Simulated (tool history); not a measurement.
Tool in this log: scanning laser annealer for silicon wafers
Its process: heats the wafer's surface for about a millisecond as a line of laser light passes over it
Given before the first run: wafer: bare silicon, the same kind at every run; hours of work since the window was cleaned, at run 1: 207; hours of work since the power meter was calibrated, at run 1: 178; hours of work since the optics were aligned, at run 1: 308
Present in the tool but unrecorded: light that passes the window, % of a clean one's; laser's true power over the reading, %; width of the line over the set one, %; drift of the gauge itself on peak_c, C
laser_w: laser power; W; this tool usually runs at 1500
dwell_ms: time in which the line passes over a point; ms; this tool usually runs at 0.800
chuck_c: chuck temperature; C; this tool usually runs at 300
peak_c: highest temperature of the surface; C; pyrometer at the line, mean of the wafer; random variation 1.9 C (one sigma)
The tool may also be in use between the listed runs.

run    day  laser_w  dwell_ms  chuck_c  hours of work since the window was cleaned  hours of work since the power meter was calibrated  hours of work since the optics were aligned  peak_c
  1  0.000     1500     0.800      300                                         207                                                 178                                          308    1114
  2  0.208     1500     0.702      300                                         210                                                 181                                          312    1051
  3  0.567     1500     0.906      300                                         217                                                 188                                          318    1173
  4  0.888     1500     0.906      300                                         222                                                 193                                          324    1173
  5  1.108     1500     0.906      300                                         226                                                 197                                          328    1171
  6  1.521     1500     0.906      300                                         233                                                 204                                          335    1170
  7  1.812     1500     0.800      300                                         238                                                 209                                          340    1110
  8  2.046     1500     0.800      330                                         242                                                 213                                          344    1141
  9  2.225     1500     0.800      300                                         245                                                 216                                          347    1109
 10  2.583     1500     0.800      300                                         251                                                 223                                          353    1110
 11  2.904     1500     0.800      278                                         257                                                 228                                          359    1083
 12  3.304     1500     0.800      320                                         264                                                 235                                          366    1128
 13  3.529     1500     0.800      320                                         268                                                 239                                          370    1126
 14  3.883     1500     0.800      320                                         274                                                 245                                          376    1126
 15  4.246     1500     0.800      320                                         280                                                 251                                          382    1123
 16  4.600     1500     0.800      295                                         286                                                 258                                          388    1099
     4.754  -- laser's power meter calibrated
 17  5.096     1500     0.800      282                                         293                                                   6                                          395    1085
 18  5.475     1500     0.800      282                                         300                                                  13                                          401    1087
 19  5.708     1500     0.800      282                                         304                                                  17                                          405    1085
 20  6.092     1368     0.800      300                                         310                                                  23                                          412    1008

The next listed run, before its measurement:
 21  6.492     1368     0.800      300                                         317                                                  30                                          419       ?

Logged for run 21: peak_c 1010 C.
With the hidden condition absent and the run-to-run variation left alone, this run would have shown peak_c 1040 C.

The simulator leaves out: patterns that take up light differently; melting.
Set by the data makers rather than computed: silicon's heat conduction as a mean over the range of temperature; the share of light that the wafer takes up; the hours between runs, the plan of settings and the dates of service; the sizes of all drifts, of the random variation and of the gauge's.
